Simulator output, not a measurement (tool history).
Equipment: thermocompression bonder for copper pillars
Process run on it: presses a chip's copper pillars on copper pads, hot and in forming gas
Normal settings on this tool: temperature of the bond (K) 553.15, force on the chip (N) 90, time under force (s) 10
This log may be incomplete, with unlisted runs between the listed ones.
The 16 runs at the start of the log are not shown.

run     day  temperature of the bond (K)  force on the chip (N)  time under force (s)  force that shears a chip off (N)
 17  20.708                       553.15                     90                    10                              40.6
 18  21.500                       540.15                     90                    10                              34.3
 19  22.283                       535.15                     90                    10                              30.8
 20  23.521                       535.15                     90                    10                              31.8
 21  24.792                       553.15                     90                    23                              54.2
 22  26.296                       553.15                     90                    23                              55.0
 23  27.383                       575.15                     90                     9                              51.0
 24  28.500                       575.15                     90                     9                              50.5
 25  29.312                       575.15                     90                     9                              49.7
 26  30.867                       554.15                     83                     7                              33.3
 27  32.396                       524.15                     64                    10                              18.9
     32.742  -- heater calibrated with a thermocouple chip
 28  33.729                       550.15                     64                    10                              31.0
 29  35.038                       550.15                     86                    14                              46.9
 30  36.492                       550.15                     86                    14                              46.2
 31  37.354                       550.15                     86                    14                              45.5
     38.046  -- forming gas filter changed
 32  38.412                       539.15                    116                    14                              52.4
 33  39.562                       537.15                    116                    25                              61.1
 34  40.746                       553.15                     83                    10                              43.4
 35  41.717                       539.15                    128                    20                              62.2
 36  42.892                       528.15                    120                    17                              49.5
 37  43.592                       535.15                    120                    15                              51.8
 38  44.892                       542.15                     59                     6                              22.6
 39  46.208                       559.15                     82                    17                              53.7

What if the next run were any one of these 4? Each begins from the tool's condition after run 39:
  A  47.192                       554.15                     81                    10                                 ?
  B  47.192                       548.15                    133                    23                                 ?
  C  47.192                       553.15                    127                    18                                 ?
  D  47.192                       545.15                     82                    23                                 ?

run  force that shears a chip off (N)
  A                              40.9
  B                              71.9
  C                              67.0
  D                              50.6
What these runs would have given with no unlogged condition in the tool:
run  force that shears a chip off (N)
  A                              44.2
  B                              76.8
  C                              71.7
  D                              54.5
